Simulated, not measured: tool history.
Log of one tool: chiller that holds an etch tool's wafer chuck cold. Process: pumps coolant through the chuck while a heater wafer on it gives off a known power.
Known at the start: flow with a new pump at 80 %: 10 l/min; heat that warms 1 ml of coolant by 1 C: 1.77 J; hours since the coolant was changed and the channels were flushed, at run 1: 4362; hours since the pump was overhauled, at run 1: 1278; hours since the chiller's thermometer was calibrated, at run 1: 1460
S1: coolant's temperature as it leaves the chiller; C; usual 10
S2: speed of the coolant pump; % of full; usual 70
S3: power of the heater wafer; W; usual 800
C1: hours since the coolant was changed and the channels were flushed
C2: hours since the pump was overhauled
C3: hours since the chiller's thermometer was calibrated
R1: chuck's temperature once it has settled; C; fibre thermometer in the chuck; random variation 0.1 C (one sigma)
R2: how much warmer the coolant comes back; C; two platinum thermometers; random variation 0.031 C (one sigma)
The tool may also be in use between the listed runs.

| run | day | S1 | S2 | S3 | C1 | C2 | C3 | R1 | R2 |
|---|---|---|---|---|---|---|---|---|---|
| 1 | 0 | 10 | 70 | 800 | 4362 | 1278 | 1460 | 19.3 | 3.19 |
| 2 | 3.883 | 10 | 70 | 824 | 4455 | 1371 | 1553 | 19.7 | 3.37 |
| 3 | 9.304 | 10 | 70 | 824 | 4585 | 1501 | 1683 | 19.7 | 3.35 |
| 4 | 13.392 | 10 | 70 | 824 | 4683 | 1599 | 1781 | 19.6 | 3.39 |
| 5 | 18.433 | 10 | 70 | 800 | 4804 | 1720 | 1902 | 19.5 | 3.26 |
| 6 | 25.408 | 10 | 70 | 800 | 4972 | 1888 | 2070 | 19.6 | 3.25 |
| 7 | 32.796 | 19 | 70 | 800 | 5149 | 2065 | 2247 | 28.6 | 3.27 |
| 8 | 36.458 | 10 | 70 | 800 | 5237 | 2153 | 2335 | 19.7 | 3.33 |
| 9 | 42.417 | 4 | 70 | 800 | 5380 | 2296 | 2478 | 13.8 | 3.25 |
| 10 | 47.712 | 4 | 70 | 800 | 5507 | 2423 | 2605 | 14.1 | 3.29 |
| 11 | 50.796 | 4 | 70 | 800 | 5581 | 2497 | 2679 | 13.8 | 3.32 |
| 12 | 56.979 | 10 | 80 | 800 | 5729 | 2645 | 2828 | 19.1 | 2.81 |
| 13 | 60.45 | 10 | 80 | 800 | 5813 | 2729 | 2911 | 19.2 | 2.89 |
| 14 | 63.967 | 10 | 80 | 800 | 5897 | 2813 | 2995 | 19.1 | 2.81 |
|  | 65.633 | chiller's thermometer calibrated |
| 15 | 70.85 | 15 | 85 | 534 | 6061 | 2977 | 125 | 20.6 | 1.76 |
| 16 | 76.333 | 15 | 95 | 534 | 6193 | 3109 | 257 | 20.3 | 1.55 |
|  | 81.758 | coolant changed, channels flushed |
| 17 | 81.967 | 19 | 80 | 548 | 5 | 3238 | 386 | 24.1 | 1.99 |
| 18 | 87.829 | 10 | 70 | 730 | 146 | 3379 | 527 | 17.4 | 3.01 |
| 19 | 94.875 | 13 | 64 | 520 | 315 | 3548 | 696 | 18.8 | 2.41 |
| 20 | 101.742 | 13 | 64 | 520 | 480 | 3713 | 861 | 18.9 | 2.45 |
| 21 | 105.6 | 13 | 64 | 520 | 572 | 3805 | 953 | 18.9 | 2.39 |
| 22 | 108.888 | 4 | 61 | 1078 | 651 | 3884 | 1032 | 16.5 | 5.34 |
| 23 | 112.671 | 12 | 61 | 843 | 742 | 3975 | 1123 | 22 | 4.14 |
| 24 | 119.075 | 9 | 84 | 800 | 896 | 4129 | 1277 | 16.3 | 2.76 |
| 25 | 123.946 | 9 | 84 | 800 | 1013 | 4246 | 1394 | 16.5 | 2.75 |
| 26 | 130.733 | 9 | 84 | 800 | 1175 | 4408 | 1556 | 16.6 | 2.73 |
| 27 | 137.988 | 19 | 69 | 800 | 1350 | 4583 | 1731 | 27.8 | 3.51 |
| 28 | 143.362 | 19 | 69 | 800 | 1479 | 4712 | 1860 | 27.9 | 3.45 |

3 ways to go on from here, each from the tool as it stands after run 28. What would each give?
| A | 149.358 | 4 | 69 | 411 | 1622 | 4855 | 2003 | ? | ? |
| B | 149.358 | 6 | 65 | 800 | 1622 | 4855 | 2003 | ? | ? |
| C | 149.358 | 10 | 68 | 717 | 1622 | 4855 | 2003 | ? | ? |

| run | R1 | R2 |
|---|---|---|
| A | 8.7 | 1.74 |
| B | 15.3 | 3.72 |
| C | 18.2 | 3.21 |
Without the tool's hidden state the same runs would have given:
| run | R1 | R2 |
|---|---|---|
| A | 7.9 | 1.59 |
| B | 14.1 | 3.41 |
| C | 17 | 2.94 |

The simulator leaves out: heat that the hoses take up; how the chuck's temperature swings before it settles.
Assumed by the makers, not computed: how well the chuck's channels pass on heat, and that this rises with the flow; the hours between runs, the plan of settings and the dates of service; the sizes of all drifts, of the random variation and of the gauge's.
